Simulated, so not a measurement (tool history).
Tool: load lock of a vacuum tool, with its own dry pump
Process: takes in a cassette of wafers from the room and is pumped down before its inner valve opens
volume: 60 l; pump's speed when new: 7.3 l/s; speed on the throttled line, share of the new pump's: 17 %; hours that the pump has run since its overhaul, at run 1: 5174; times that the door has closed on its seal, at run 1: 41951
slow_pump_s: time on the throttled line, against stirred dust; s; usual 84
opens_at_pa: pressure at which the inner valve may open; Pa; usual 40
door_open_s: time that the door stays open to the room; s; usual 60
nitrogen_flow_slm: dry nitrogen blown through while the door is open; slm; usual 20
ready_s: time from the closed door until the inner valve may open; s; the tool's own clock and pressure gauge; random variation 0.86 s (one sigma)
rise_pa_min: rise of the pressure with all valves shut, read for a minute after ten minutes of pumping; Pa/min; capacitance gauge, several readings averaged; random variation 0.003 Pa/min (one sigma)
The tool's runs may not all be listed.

run,hour,slow_pump_s,opens_at_pa,door_open_s,nitrogen_flow_slm,hours that the pump has run since its overhaul,times that the door has closed on its seal,"incoming humidity of the room's air, %",ready_s,rise_pa_min
1,0,84,40,60,20,5174,41951,45.1,137.5,0.088
2,154.2,84,28,60,20,5328,42462,46.2,143.6,0.08
3,452.1,84,34,60,20,5626,43450,43.3,140.5,0.091
4,601.4,84,34,60,20,5775,43946,49.8,141.2,0.097
5,909.6,84,34,60,20,6084,44968,44.6,138.3,0.093
6,1135.6,84,34,220,6,6310,45717,41.6,141.2,0.134
7,1293.5,84,34,220,6,6468,46241,46.9,140.2,0.151
8,1548.1,84,34,220,6,6722,47085,44.5,140.8,0.144
9,1705.6,68,46,111,28,6880,47607,42.3,125.4,0.104
10,1850.4,84,28,60,16,7024,48087,43.8,143.9,0.098

Forecast each of these 4 alternatives for the next run:
A,2083.3,84,72,44,6,7257,48860,45.3,?,?
B,2083.3,84,40,140,20,7257,48860,45.5,?,?
C,2083.3,108,76,60,20,7257,48860,44.2,?,?
D,2083.3,84,40,212,13,7257,48860,47.3,?,?

run,ready_s,rise_pa_min
A,134.8,0.11
B,141.5,0.111
C,154.1,0.1
D,141.3,0.137
Without the tool's hidden state the same runs would have given:
run,ready_s,rise_pa_min
A,129.2,0.05
B,135.3,0.053
C,149.1,0.04
D,135,0.078

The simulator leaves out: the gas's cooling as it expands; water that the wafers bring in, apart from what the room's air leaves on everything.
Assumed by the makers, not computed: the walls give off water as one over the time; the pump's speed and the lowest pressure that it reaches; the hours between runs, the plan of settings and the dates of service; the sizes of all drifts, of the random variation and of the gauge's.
